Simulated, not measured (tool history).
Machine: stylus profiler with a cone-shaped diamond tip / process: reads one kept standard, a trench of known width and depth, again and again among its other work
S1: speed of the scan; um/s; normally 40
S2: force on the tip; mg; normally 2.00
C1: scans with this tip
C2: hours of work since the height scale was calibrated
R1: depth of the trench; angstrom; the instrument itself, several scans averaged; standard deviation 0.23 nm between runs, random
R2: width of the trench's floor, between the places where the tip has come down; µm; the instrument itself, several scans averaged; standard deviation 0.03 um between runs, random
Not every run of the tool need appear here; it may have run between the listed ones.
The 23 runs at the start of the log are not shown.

run 24 hour=312.0 | S1=40 S2=2.00 | C1=7754 C2=592 | R1=10090.6 R2=12.98
run 25 hour=325.6 | S1=40 S2=2.00 | C1=7874 C2=601 | R1=10085.3 R2=12.94
run 26 hour=333.2 | S1=148 S2=0.89 | C1=7940 C2=606 | R1=10037.6 R2=12.09
run 27 hour=347.3 | S1=115 S2=1.69 | C1=8064 C2=616 | R1=10071.3 R2=12.46
run 28 hour=364.5 | S1=30 S2=1.71 | C1=8214 C2=627 | R1=10073.3 R2=12.85
run 29 hour=376.3 | S1=29 S2=3.32 | C1=8318 C2=635 | R1=10136.6 R2=12.84
run 30 hour=385.1 | S1=19 S2=0.68 | C1=8395 C2=641 | R1=10028.7 R2=12.79
run 31 hour=403.7 | S1=19 S2=0.68 | C1=8559 C2=653 | R1=10026.2 R2=12.76
run 32 hour=421.0 | S1=44 S2=1.43 | C1=8710 C2=665 | R1=10061.9 R2=12.59
run 33 hour=438.2 | S1=12 S2=2.62 | C1=8861 C2=676 | R1=10106.1 R2=12.80
run 34 hour=452.3 | S1=40 S2=1.39 | C1=8985 C2=686 | R1=10060.2 R2=12.61
run 35 hour=466.9 | S1=40 S2=1.39 | C1=9112 C2=696 | R1=10060.3 R2=12.45
run 36 hour=477.1 | S1=40 S2=1.39 | C1=9202 C2=702 | R1=10060.8 R2=12.50
run 37 hour=485.5 | S1=12 S2=0.76 | C1=9276 C2=708 | R1=10030.0 R2=12.55
run 38 hour=498.4 | S1=92 S2=2.96 | C1=9389 C2=717 | R1=10118.7 R2=12.33
run 39 hour=516.7 | S1=52 S2=0.78 | C1=9549 C2=729 | R1=10030.4 R2=12.26
run 40 hour=533.1 | S1=13 S2=4.73 | C1=9693 C2=740 | R1=10172.3 R2=12.55
run 41 hour=549.9 | S1=18 S2=2.00 | C1=9840 C2=751 | R1=10079.2 R2=12.47
run 42 hour=561.7 | S1=46 S2=0.75 | C1=9944 C2=759 | R1=10027.8 R2=12.22
run 43 hour=574.6 | S1=46 S2=0.75 | C1=10057 C2=768 | R1=10025.5 R2=12.15
run 44 hour=582.4 | S1=46 S2=0.75 | C1=10126 C2=773 | R1=10024.8 R2=12.08
run 45 hour=593.1 | S1=23 S2=0.69 | C1=10219 C2=780 | R1=10021.5 R2=12.23
run 46 hour=607.3 | S1=11 S2=2.10 | C1=10344 C2=790 | R1=10080.9 R2=12.25

Here are 4 independent what-if runs from the current tool condition. What would each one return?
run A hour=618.8 | S1=149 S2=5.91 | C1=10445 C2=797 | R1=? R2=?
run B hour=618.8 | S1=98 S2=1.26 | C1=10445 C2=797 | R1=? R2=?
run C hour=618.8 | S1=139 S2=5.61 | C1=10445 C2=797 | R1=? R2=?
run D hour=618.8 | S1=48 S2=0.73 | C1=10445 C2=797 | R1=? R2=?

run=A R1=10201.2 R2=12.00
run=B R1=10048.6 R2=11.84
run=C R1=10194.1 R2=11.95
run=D R1=10021.5 R2=11.98
The same runs, with their run-to-run variation unchanged, on a tool lacking any hidden condition would have given:
run=A R1=10238.1 R2=15.65
run=B R1=10084.9 R2=15.50
run=C R1=10230.9 R2=15.61
run=D R1=10057.7 R2=15.63
